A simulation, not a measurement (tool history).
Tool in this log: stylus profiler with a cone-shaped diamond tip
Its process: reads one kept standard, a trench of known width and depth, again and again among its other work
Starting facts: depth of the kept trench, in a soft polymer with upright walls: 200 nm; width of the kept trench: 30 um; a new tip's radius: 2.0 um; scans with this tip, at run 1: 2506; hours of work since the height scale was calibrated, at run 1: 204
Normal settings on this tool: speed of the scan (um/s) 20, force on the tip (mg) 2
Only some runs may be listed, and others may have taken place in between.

run	hour	speed of the scan (um/s)	force on the tip (mg)	scans with this tip	hours of work since the height scale was calibrated	depth of the trench (Å)	width of the trench's floor (um)
1	0	20	2	2506	204	2011.7	27.94
2	19.6	20	2	2619	213	2011.8	27.92
3	52.9	37	2	2810	229	2011.5	27.85
4	74	37	2	2931	239	2010.9	27.81
5	106.6	37	2	3118	254	2011.2	27.78
6	130.8	37	2	3257	265	2011.6	27.69
7	164.1	9	2	3448	281	2011.4	27.9
8	182.6	9	2	3555	290	2010.5	27.89
9	201.8	9	2	3665	299	2011.3	27.87
10	237.1	9	2	3868	315	2011.5	27.83
11	262.4	9	2	4013	327	2010.7	27.83
12	295.8	20	1.29	4204	342	2007.9	27.74
13	323.5	32	0.72	4364	355	2004.2	27.65

Run 14, settings as shown, results not yet in. Your forecast:
14	356.2	22	0.92	4551	371	?	?

depth of the trench (Å): 2005.3
width of the trench's floor (um): 27.69
Without the tool's hidden state the same run would have given depth of the trench (Å) 2007.6, width of the trench's floor (um) 28.1.
